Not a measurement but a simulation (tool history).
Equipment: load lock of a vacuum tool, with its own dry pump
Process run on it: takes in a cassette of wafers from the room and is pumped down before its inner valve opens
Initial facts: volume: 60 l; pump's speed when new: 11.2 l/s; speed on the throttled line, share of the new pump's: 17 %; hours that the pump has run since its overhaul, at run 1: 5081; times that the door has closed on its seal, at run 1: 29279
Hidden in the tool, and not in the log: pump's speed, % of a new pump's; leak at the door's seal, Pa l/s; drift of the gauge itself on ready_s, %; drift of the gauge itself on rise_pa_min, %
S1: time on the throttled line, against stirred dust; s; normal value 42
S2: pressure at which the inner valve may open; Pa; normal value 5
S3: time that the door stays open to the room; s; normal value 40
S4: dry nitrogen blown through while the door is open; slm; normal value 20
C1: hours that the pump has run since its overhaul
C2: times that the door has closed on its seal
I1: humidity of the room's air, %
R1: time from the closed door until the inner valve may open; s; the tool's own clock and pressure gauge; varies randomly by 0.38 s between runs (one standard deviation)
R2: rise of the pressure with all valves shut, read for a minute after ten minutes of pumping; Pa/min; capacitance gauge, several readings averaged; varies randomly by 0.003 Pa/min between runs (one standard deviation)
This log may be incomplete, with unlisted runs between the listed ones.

run    hour  S1  S2   S3  S4    C1     C2    I1     R1     R2
  1     0.0  42   5   40  20  5081  29279  42.3   90.3  0.161
  2    90.9  42   5   40  20  5172  29582  44.0   90.4  0.163
  3   168.8  42   5   40  20  5250  29843  45.9   90.3  0.173
  4   250.9  40   5   40  20  5332  30117  46.5   89.0  0.173
  5   383.1  72   5   40  20  5465  30559  47.5  115.2  0.175
  6   446.1  72   5   40  20  5528  30769  45.3  115.2  0.173
  7   512.1  72   5   40  20  5594  30990  43.0  114.7  0.181
  8   638.2  42   5   40  20  5720  31411  44.3   90.3  0.179
  9   710.1  42   5   40  20  5792  31651  48.6   90.1  0.187
 10   808.3  42   5   40  20  5890  31979  50.0   90.9  0.188
 11   924.1  42   5  117  20  6006  32366  45.4   90.0  0.219
 12   983.2  42   5  117  20  6065  32563  42.2   91.0  0.217
 13  1081.2  42   5  117  20  6163  32891  42.9   90.6  0.221
 14  1163.8  42   5   40  20  6245  33167  49.1   90.1  0.204
 15  1223.8  42   5   40  20  6305  33367  39.6   90.3  0.199
 16  1359.9  42   5   40  20  6441  33822  45.4   90.6  0.206
 17  1493.9  42   5   40  20  6575  34270  43.0   91.1  0.203
 18  1628.2  37   5   40  20  6710  34718  43.8   87.0  0.209
 19  1692.5  42   8   40  20  6774  34933  46.4   88.0  0.211
 20  1814.7  82   4  150  14  6896  35341  46.9  125.5  0.270
 21  1915.1  82   4  150  14  6997  35677  42.1  125.5  0.266
 22  1999.7  48   6   40  13  7081  35959  45.6   94.8  0.229

What will run 23 give?
 23  2106.3  42   5  109   5  7188  36316  43.6   ?   ?

R1: 91.5 s
R2: 0.280 Pa/min
Had the tool carried no hidden state, the very same run would have given R1 89.1 s, R2 0.092 Pa/min.
